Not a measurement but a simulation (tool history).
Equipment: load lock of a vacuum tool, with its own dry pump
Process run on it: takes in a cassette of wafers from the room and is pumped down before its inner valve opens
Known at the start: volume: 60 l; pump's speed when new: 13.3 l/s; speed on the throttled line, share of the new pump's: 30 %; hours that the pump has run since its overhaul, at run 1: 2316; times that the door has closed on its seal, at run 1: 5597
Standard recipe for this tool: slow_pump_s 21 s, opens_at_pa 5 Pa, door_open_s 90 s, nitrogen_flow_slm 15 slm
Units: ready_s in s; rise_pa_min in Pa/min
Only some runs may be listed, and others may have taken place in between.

run    hour  slow_pump_s  opens_at_pa  door_open_s  nitrogen_flow_slm  hours that the pump has run since its overhaul  times that the door has closed on its seal  incoming humidity of the room's air, %  ready_s  rise_pa_min
  1       0           21            5           90                 15                                            2316                                        5597                                      43     60.3        0.071
  2   175.5           21            5           90                 15                                            2491                                        6088                                    43.3     60.8        0.075
  3   376.1           18            5           90                 15                                            2692                                        6649                                    44.4     58.7        0.075
  4   505.8           18            5           90                 15                                            2822                                        7012                                    45.5     59.4        0.085
  5   650.9           18            5           90                 15                                            2967                                        7418                                    45.6     59.3        0.082
  6   833.3           18            5           90                 15                                            3149                                        7928                                    46.8     59.4        0.086
  7    1066           18            5           90                 15                                            3382                                        8579                                    43.6     59.2        0.098
  8  1277.4           18            5           90                 15                                            3593                                        9171                                    44.7     59.2        0.095
  9  1509.1           18            5           90                 15                                            3825                                        9819                                    42.7     59.8        0.096
 10  1631.5           18            5           90                 15                                            3948                                       10161                                    43.8     59.2        0.099
 11    1864           21            5           90                 15                                            4180                                       10812                                    47.1     61.4        0.114
 12  1986.7           21            5           90                 15                                            4303                                       11155                                    48.3     61.7        0.118
 13  2095.9           21            5           90                 15                                            4412                                       11461                                    43.5     61.9        0.107
 14  2359.6           21            5           90                 15                                            4676                                       12198                                    41.9     62.8        0.113
 15    2539           21            5           90                 15                                            4855                                       12700                                    44.2     61.5        0.123
 16  2786.4           21            5           90                 35                                            5102                                       13393                                    45.9     60.6         0.11
 17  2945.7           21            5           90                 35                                            5262                                       13838                                    44.9     61.4        0.114
 18  3109.6           21            5           90                 15                                            5426                                       14297                                    45.1       62        0.135
 19  3294.8           21            5           90                 15                                            5611                                       14815                                    38.7     61.4        0.133
 20  3488.7           21            5           90                 15                                            5805                                       15358                                    46.7     62.6        0.147
 21  3661.2           40            5           30                 24                                            5977                                       15840                                    40.3     74.3        0.116
 22  3785.6           17            4           39                 15                                            6102                                       16188                                    44.7     60.7        0.125
 23  3998.8           27            6           90                 15                                            6315                                       16785                                      45     65.4        0.156
 24  4183.8           21            5           90                  5                                            6500                                       17303                                    45.5     61.5        0.182
 25  4354.8           36            5          100                 12                                            6671                                       17781                                      47     71.8        0.177
 26  4549.9           36            5          100                 12                                            6866                                       18327                                    46.5     72.5        0.181
 27  4757.4           34            5           90                 15                                            7073                                       18907                                    46.1     70.5        0.184
 28  5001.7           19            6          228                  6                                            7318                                       19591                                    43.3     60.1        0.245
 29  5122.3           19            6           26                  6                                            7438                                       19928                                    42.9     59.7        0.175
 30  5283.8           21            5           39                 44                                            7600                                       20380                                    43.7       63        0.158
 31  5451.5           26            6           96                  8                                            7767                                       20849                                    45.9     64.4        0.223
 32  5705.1           26           10           96                 22                                            8021                                       21559                                    44.7     61.4        0.203
 33  5833.2           29           10          130                 22                                            8149                                       21917                                    43.6     64.9        0.208
 34  6089.2           29           10          147                 31                                            8405                                       22634                                    46.2       65        0.219
 35  6311.1           29           10          147                 31                                            8627                                       23255                                    42.3       64        0.225
 36  6568.4           29           10          147                 31                                            8884                                       23975                                    50.4     64.3        0.236
 37  6734.9           21            5           77                 16                                            9051                                       24440                                      44       63        0.235
 38  6970.5           26            5           67                  8                                            9286                                       25100                                    46.2     65.6         0.25

Same runs, no hidden state in the tool, same run-to-run variation:
The hidden state here: pump's speed, % of a new pump's; leak at the door's seal, Pa l/s; drift of the gauge itself on ready_s, %; drift of the gauge itself on rise_pa_min, %.
run  ready_s  rise_pa_min
  1     59.2        0.052
  2     59.8        0.053
  3     57.6        0.051
  4     58.2        0.058
  5       58        0.053
  6     58.2        0.054
  7     57.9        0.061
  8     57.8        0.053
  9     58.3         0.05
 10     57.7         0.05
 11     59.9        0.062
 12     60.2        0.062
 13     60.3        0.049
 14     61.2        0.049
 15     59.8        0.055
 16     58.9        0.037
 17     59.6        0.036
 18     60.2        0.054
 19     59.6        0.046
 20     60.7        0.055
 21     72.6        0.019
 22     58.6        0.028
 23     63.4        0.051
 24     59.5        0.072
 25       70        0.065
 26     70.6        0.061
 27     68.4        0.057
 28     57.9        0.111
 29     57.3        0.039
 30     60.6         0.02
 31     62.2        0.075
 32     59.3         0.05
 33     62.8        0.053
 34     62.9        0.053
 35     61.8        0.048
 36       62        0.054
 37     60.3        0.048
 38     62.8        0.055

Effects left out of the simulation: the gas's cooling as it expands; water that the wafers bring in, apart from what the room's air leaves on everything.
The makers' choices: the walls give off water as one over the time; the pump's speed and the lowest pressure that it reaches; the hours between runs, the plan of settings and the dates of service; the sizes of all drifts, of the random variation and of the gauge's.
